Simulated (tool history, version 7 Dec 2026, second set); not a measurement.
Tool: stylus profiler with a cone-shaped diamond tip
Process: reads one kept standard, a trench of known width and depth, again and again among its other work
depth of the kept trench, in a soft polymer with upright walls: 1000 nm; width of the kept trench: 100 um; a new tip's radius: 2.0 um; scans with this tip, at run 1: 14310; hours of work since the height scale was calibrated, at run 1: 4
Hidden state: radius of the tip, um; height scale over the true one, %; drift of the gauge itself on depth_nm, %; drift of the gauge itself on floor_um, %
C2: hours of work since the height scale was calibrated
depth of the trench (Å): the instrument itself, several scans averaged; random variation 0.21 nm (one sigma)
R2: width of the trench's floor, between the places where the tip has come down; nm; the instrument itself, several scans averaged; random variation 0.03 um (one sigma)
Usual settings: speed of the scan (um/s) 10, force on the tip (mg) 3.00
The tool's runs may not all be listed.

run 1 hour=0.0 | speed_of_the_scan_(um/s)=10 force_on_the_tip_(mg)=3.00 | scans_with_this_tip=14310 C2=4 | depth_of_the_trench_(Å)=10127.7 R2=95860
run 2 hour=16.9 | speed_of_the_scan_(um/s)=10 force_on_the_tip_(mg)=3.00 | scans_with_this_tip=14484 C2=15 | depth_of_the_trench_(Å)=10130.2 R2=95800
run 3 hour=43.3 | speed_of_the_scan_(um/s)=10 force_on_the_tip_(mg)=7.61 | scans_with_this_tip=14756 C2=34 | depth_of_the_trench_(Å)=10237.0 R2=95890
run 4 hour=59.5 | speed_of_the_scan_(um/s)=10 force_on_the_tip_(mg)=7.61 | scans_with_this_tip=14923 C2=46 | depth_of_the_trench_(Å)=10234.8 R2=95840
run 5 hour=85.7 | speed_of_the_scan_(um/s)=10 force_on_the_tip_(mg)=7.61 | scans_with_this_tip=15192 C2=64 | depth_of_the_trench_(Å)=10232.7 R2=95790
run 6 hour=104.9 | speed_of_the_scan_(um/s)=10 force_on_the_tip_(mg)=3.00 | scans_with_this_tip=15389 C2=78 | depth_of_the_trench_(Å)=10125.0 R2=95790
run 7 hour=124.0 | speed_of_the_scan_(um/s)=10 force_on_the_tip_(mg)=3.00 | scans_with_this_tip=15586 C2=91 | depth_of_the_trench_(Å)=10123.5 R2=95740
run 8 hour=157.9 | speed_of_the_scan_(um/s)=10 force_on_the_tip_(mg)=3.00 | scans_with_this_tip=15934 C2=115 | depth_of_the_trench_(Å)=10125.1 R2=95800
run 9 hour=194.2 | speed_of_the_scan_(um/s)=10 force_on_the_tip_(mg)=3.00 | scans_with_this_tip=16308 C2=141 | depth_of_the_trench_(Å)=10120.2 R2=95750
run 10 hour=230.8 | speed_of_the_scan_(um/s)=10 force_on_the_tip_(mg)=3.00 | scans_with_this_tip=16684 C2=167 | depth_of_the_trench_(Å)=10123.3 R2=95700
run 11 hour=251.8 | speed_of_the_scan_(um/s)=10 force_on_the_tip_(mg)=3.00 | scans_with_this_tip=16899 C2=181 | depth_of_the_trench_(Å)=10123.2 R2=95690
run 12 hour=285.8 | speed_of_the_scan_(um/s)=3 force_on_the_tip_(mg)=3.00 | scans_with_this_tip=17250 C2=206 | depth_of_the_trench_(Å)=10117.5 R2=95770
run 13 hour=306.2 | speed_of_the_scan_(um/s)=4 force_on_the_tip_(mg)=3.00 | scans_with_this_tip=17459 C2=220 | depth_of_the_trench_(Å)=10122.5 R2=95750
run 14 hour=334.5 | speed_of_the_scan_(um/s)=4 force_on_the_tip_(mg)=3.00 | scans_with_this_tip=17750 C2=240 | depth_of_the_trench_(Å)=10121.6 R2=95700
run 15 hour=352.9 | speed_of_the_scan_(um/s)=4 force_on_the_tip_(mg)=3.00 | scans_with_this_tip=17939 C2=253 | depth_of_the_trench_(Å)=10121.1 R2=95720
run 16 hour=375.8 | speed_of_the_scan_(um/s)=4 force_on_the_tip_(mg)=3.00 | scans_with_this_tip=18175 C2=269 | depth_of_the_trench_(Å)=10120.6 R2=95720
run 17 hour=398.4 | speed_of_the_scan_(um/s)=4 force_on_the_tip_(mg)=3.00 | scans_with_this_tip=18407 C2=285 | depth_of_the_trench_(Å)=10119.3 R2=95730
run 18 hour=425.5 | speed_of_the_scan_(um/s)=10 force_on_the_tip_(mg)=3.00 | scans_with_this_tip=18686 C2=304 | depth_of_the_trench_(Å)=10115.3 R2=95650
run 19 hour=463.1 | speed_of_the_scan_(um/s)=24 force_on_the_tip_(mg)=3.00 | scans_with_this_tip=19072 C2=331 | depth_of_the_trench_(Å)=10116.7 R2=95600
run 20 hour=483.0 | speed_of_the_scan_(um/s)=24 force_on_the_tip_(mg)=3.00 | scans_with_this_tip=19277 C2=345 | depth_of_the_trench_(Å)=10119.2 R2=95530
run 21 hour=509.2 | speed_of_the_scan_(um/s)=10 force_on_the_tip_(mg)=3.00 | scans_with_this_tip=19546 C2=363 | depth_of_the_trench_(Å)=10119.0 R2=95650
run 22 hour=543.8 | speed_of_the_scan_(um/s)=10 force_on_the_tip_(mg)=3.00 | scans_with_this_tip=19903 C2=388 | depth_of_the_trench_(Å)=10119.0 R2=95610
run 23 hour=559.8 | speed_of_the_scan_(um/s)=10 force_on_the_tip_(mg)=1.81 | scans_with_this_tip=20067 C2=399 | depth_of_the_trench_(Å)=10078.7 R2=95550
run 24 hour=584.9 | speed_of_the_scan_(um/s)=10 force_on_the_tip_(mg)=1.81 | scans_with_this_tip=20325 C2=417 | depth_of_the_trench_(Å)=10076.7 R2=95600
run 25 hour=602.7 | speed_of_the_scan_(um/s)=10 force_on_the_tip_(mg)=1.81 | scans_with_this_tip=20508 C2=429 | depth_of_the_trench_(Å)=10080.3 R2=95620
run 26 hour=620.7 | speed_of_the_scan_(um/s)=9 force_on_the_tip_(mg)=3.51 | scans_with_this_tip=20693 C2=442 | depth_of_the_trench_(Å)=10132.7 R2=95590
run 27 hour=659.6 | speed_of_the_scan_(um/s)=4 force_on_the_tip_(mg)=1.12 | scans_with_this_tip=21092 C2=470 | depth_of_the_trench_(Å)=10054.7 R2=95590
run 28 hour=688.8 | speed_of_the_scan_(um/s)=39 force_on_the_tip_(mg)=1.95 | scans_with_this_tip=21394 C2=490 | depth_of_the_trench_(Å)=10081.9 R2=95380
run 29 hour=721.0 | speed_of_the_scan_(um/s)=14 force_on_the_tip_(mg)=1.35 | scans_with_this_tip=21724 C2=513 | depth_of_the_trench_(Å)=10061.2 R2=95470
run 30 hour=757.3 | speed_of_the_scan_(um/s)=7 force_on_the_tip_(mg)=3.00 | scans_with_this_tip=22098 C2=539 | depth_of_the_trench_(Å)=10111.9 R2=95570
run 31 hour=779.8 | speed_of_the_scan_(um/s)=7 force_on_the_tip_(mg)=3.00 | scans_with_this_tip=22328 C2=554 | depth_of_the_trench_(Å)=10114.4 R2=95550
run 32 hour=811.2 | speed_of_the_scan_(um/s)=7 force_on_the_tip_(mg)=3.00 | scans_with_this_tip=22652 C2=577 | depth_of_the_trench_(Å)=10109.6 R2=95550
run 33 hour=834.7 | speed_of_the_scan_(um/s)=7 force_on_the_tip_(mg)=5.79 | scans_with_this_tip=22893 C2=593 | depth_of_the_trench_(Å)=10180.6 R2=95530
run 34 hour=856.9 | speed_of_the_scan_(um/s)=6 force_on_the_tip_(mg)=7.15 | scans_with_this_tip=23122 C2=609 | depth_of_the_trench_(Å)=10208.0 R2=95530
run 35 hour=882.0 | speed_of_the_scan_(um/s)=10 force_on_the_tip_(mg)=1.63 | scans_with_this_tip=23379 C2=627 | depth_of_the_trench_(Å)=10068.0 R2=95500

The next listed run, before its measurement:
run 36 hour=903.6 | speed_of_the_scan_(um/s)=10 force_on_the_tip_(mg)=1.63 | scans_with_this_tip=23602 C2=642 | depth_of_the_trench_(Å)=? R2=?

{"run 36": {"depth of the trench (Å)": 10068.7, "R2": 95470}}
Without the tool's hidden state the same run would have given depth of the trench (Å) 10085.0, R2 96470 nm.

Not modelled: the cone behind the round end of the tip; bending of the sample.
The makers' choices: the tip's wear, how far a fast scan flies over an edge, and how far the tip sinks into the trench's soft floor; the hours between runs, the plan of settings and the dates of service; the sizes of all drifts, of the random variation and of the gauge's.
